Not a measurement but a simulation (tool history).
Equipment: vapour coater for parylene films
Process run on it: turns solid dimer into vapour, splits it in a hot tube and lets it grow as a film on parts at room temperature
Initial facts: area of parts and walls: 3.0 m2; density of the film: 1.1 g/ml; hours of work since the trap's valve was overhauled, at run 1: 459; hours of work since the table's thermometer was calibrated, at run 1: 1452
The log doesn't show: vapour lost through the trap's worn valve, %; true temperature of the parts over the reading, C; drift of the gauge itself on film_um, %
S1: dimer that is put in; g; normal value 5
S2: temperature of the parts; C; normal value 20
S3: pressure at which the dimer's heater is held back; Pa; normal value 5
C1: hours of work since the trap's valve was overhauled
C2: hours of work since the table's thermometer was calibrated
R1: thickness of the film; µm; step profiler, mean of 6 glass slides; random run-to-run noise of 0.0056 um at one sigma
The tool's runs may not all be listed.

run   hour  S1  S2    S3   C1    C2     R1
  1      0   5  20     5  459  1452  1.116
  2   72.5   5  20     5  518  1511  1.117
  3  106.4   5  20  2.06  546  1539  1.288
     132.5  -- trap's valve overhauled
  4  166.8   5  20  2.06   28  1584  1.347
  5    200   7  20     5   55  1611  1.619
  6  264.9   7  20     5  108  1664   1.61
  7  324.6   5  24  6.44  156  1713  1.029
     331.3  -- table's thermometer calibrated
  8  362.1   5  24  6.44  186    25  1.031
  9  422.9   6  20  2.08  235    74  1.597
 10    455   5  31  4.64  261   100  0.926
 11  514.5   5  20   2.6  310   149  1.277

Alternative continuations, all from the tool just after run 11; predict every row:
  A  544.8   2  21  3.16  334  173   ?
  B  544.8   2  31     5  334  173   ?
  C  544.8   6  27  6.48  334  173   ?
  D  544.8   5  20  3.16  334  173   ?

run     R1
  A  0.479
  B   0.37
  C  1.142
  D  1.236
Stripped of hidden state, with their random variation kept, the same runs would have yielded:
run     R1
  A  0.481
  B  0.372
  C  1.147
  D  1.241

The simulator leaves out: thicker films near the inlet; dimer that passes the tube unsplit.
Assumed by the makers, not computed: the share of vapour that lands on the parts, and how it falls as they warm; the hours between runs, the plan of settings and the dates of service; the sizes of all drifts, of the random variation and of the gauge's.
